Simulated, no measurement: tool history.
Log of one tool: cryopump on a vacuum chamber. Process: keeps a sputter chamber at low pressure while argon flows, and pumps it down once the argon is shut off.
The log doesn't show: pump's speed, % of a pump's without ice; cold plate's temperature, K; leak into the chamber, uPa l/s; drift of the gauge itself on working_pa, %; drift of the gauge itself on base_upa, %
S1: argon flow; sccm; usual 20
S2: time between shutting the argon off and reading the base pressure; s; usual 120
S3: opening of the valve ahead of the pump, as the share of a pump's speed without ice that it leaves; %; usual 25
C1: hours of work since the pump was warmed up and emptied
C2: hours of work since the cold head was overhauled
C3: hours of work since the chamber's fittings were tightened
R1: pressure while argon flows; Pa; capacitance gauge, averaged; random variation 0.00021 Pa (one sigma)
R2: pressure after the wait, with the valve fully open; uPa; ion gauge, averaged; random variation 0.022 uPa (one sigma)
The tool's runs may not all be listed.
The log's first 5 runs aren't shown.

run,hour,S1,S2,S3,C1,C2,C3,R1,R2
6,48.9,20,26,25,156,156,372,0.0611,2.57
7,61.7,20,26,25,166,166,381,0.0611,2.66
8,70.4,20,245,25,173,173,388,0.0608,0.61
9,81.3,20,120,25,181,181,396,0.0608,0.91
10,91,20,120,25,188,188,404,0.0611,0.9
11,102.5,20,120,25,197,197,412,0.061,0.94
12,112,20,120,25,204,204,420,0.0611,0.89
13,120.7,20,120,25,211,211,426,0.061,0.91
14,130.7,20,120,25,218,218,434,0.0615,0.87
15,136.8,20,120,25,223,223,438,0.061,0.91
16,145.7,20,120,25,230,230,445,0.0613,0.96
17,151.8,33,120,25,234,234,450,0.1008,0.99
18,166.7,33,120,25,246,246,461,0.1002,0.95
19,174.4,33,120,25,252,252,467,0.1007,0.95
20,187.2,11,127,25,261,261,477,0.0338,0.95
21,197.5,27,96,42,269,269,484,0.0495,1.08
22,212.2,13,100,39,280,280,496,0.0256,1.11
23,221.2,21,266,25,287,287,502,0.0645,0.71
24,229.3,21,266,25,293,293,509,0.0644,0.72
25,235.7,39,94,42,298,298,513,0.0721,1.07
26,243.8,33,120,30,304,304,520,0.0849,0.97
27,254,8,180,53,312,312,527,0.0114,0.84
28,268.6,8,54,34,323,323,538,0.0179,1.59

Run 29 comes next. What will it give?
29,278.4,9,45,21,331,331,546,?,?

R1: 0.0328 Pa
R2: 1.8 uPa
Without the tool's hidden state the same run would have given R1 0.0324 Pa, R2 1.41 uPa.
